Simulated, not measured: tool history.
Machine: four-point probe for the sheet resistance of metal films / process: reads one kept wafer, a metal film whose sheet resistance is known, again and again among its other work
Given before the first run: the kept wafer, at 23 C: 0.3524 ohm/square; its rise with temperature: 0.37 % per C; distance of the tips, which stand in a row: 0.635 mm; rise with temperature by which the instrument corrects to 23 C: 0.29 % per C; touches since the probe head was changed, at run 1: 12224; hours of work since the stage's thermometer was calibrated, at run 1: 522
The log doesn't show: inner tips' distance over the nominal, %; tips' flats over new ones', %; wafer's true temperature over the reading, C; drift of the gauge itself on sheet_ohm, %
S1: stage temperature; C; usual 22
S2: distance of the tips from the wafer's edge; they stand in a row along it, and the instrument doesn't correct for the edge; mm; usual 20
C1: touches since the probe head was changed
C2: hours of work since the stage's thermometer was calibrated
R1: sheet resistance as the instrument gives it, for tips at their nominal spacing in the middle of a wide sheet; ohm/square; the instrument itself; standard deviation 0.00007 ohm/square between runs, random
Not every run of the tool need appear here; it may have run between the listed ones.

run,day,S1,S2,C1,C2,R1
1,0.000,22,20,12224,522,0.352386
2,1.033,22,20,12757,538,0.352387
3,1.588,22,20,13041,546,0.352369
4,2.329,22,20,13423,558,0.352278
5,3.342,22,15,13946,573,0.352341
6,4.133,22,15,14354,585,0.352417
7,4.771,22,61,14682,595,0.352078
8,5.362,22,61,14987,604,0.352187
9,5.967,22,61,15298,613,0.352135
10,6.571,22,20,15608,622,0.352293
11,7.158,22,20,15912,631,0.352279
12,7.958,22,46,16324,643,0.352139

Run 13 comes next. What will it give?
13,9.000,25,9,16861,659,?

Run 13 yielded R1 0.354005 ohm/square.
On a tool with no hidden condition, and with the same random variation, this run would have come out at R1 0.353998 ohm/square.
